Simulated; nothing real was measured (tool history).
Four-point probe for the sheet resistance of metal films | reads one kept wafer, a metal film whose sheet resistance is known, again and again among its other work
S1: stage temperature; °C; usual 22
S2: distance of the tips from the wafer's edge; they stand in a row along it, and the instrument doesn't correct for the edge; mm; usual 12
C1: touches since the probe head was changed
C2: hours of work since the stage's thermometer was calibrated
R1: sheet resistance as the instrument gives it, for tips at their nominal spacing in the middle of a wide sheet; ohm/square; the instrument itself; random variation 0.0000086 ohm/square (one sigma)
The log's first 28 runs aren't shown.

| run | hour | S1 | S2 | C1 | C2 | R1 |
|---|---|---|---|---|---|---|
| 29 | 1287.4 | 29 | 51 | 38596 | 82 | 0.042821 |
| 30 | 1338.6 | 26 | 9 | 39661 | 108 | 0.04308 |
| 31 | 1388.3 | 26 | 9 | 40695 | 134 | 0.043082 |
| 32 | 1428.7 | 22 | 7 | 41536 | 154 | 0.043235 |
| 33 | 1476 | 22 | 51 | 42519 | 179 | 0.042771 |
| 34 | 1525.3 | 22 | 51 | 43546 | 204 | 0.042775 |
| 35 | 1559.1 | 23 | 22 | 44249 | 222 | 0.042813 |
| 36 | 1583.2 | 20 | 12 | 44751 | 234 | 0.042906 |
| 37 | 1617.7 | 20 | 12 | 45469 | 252 | 0.042889 |
| 38 | 1658.5 | 26 | 6 | 46318 | 273 | 0.043422 |
| 39 | 1684.1 | 19 | 17 | 46850 | 286 | 0.042813 |
| 40 | 1737.5 | 22 | 37 | 47960 | 314 | 0.042772 |
| 41 | 1769.1 | 22 | 62 | 48618 | 330 | 0.04275 |
| 42 | 1823.3 | 22 | 62 | 49745 | 358 | 0.042758 |

5 ways to go on from here, each from the tool as it stands after run 42. What would each give?
| A | 1866.2 | 29 | 37 | 50639 | 380 | ? |
| B | 1866.2 | 22 | 12 | 50639 | 380 | ? |
| C | 1866.2 | 25 | 38 | 50639 | 380 | ? |
| D | 1866.2 | 21 | 12 | 50639 | 380 | ? |
| E | 1866.2 | 20 | 3 | 50639 | 380 | ? |

| run | R1 |
|---|---|
| A | 0.042829 |
| B | 0.042895 |
| C | 0.042793 |
| D | 0.042904 |
| E | 0.045124 |
Without the tool's hidden state the same runs would have given:
| run | R1 |
|---|---|
| A | 0.042976 |
| B | 0.043043 |
| C | 0.04294 |
| D | 0.043052 |
| E | 0.045279 |
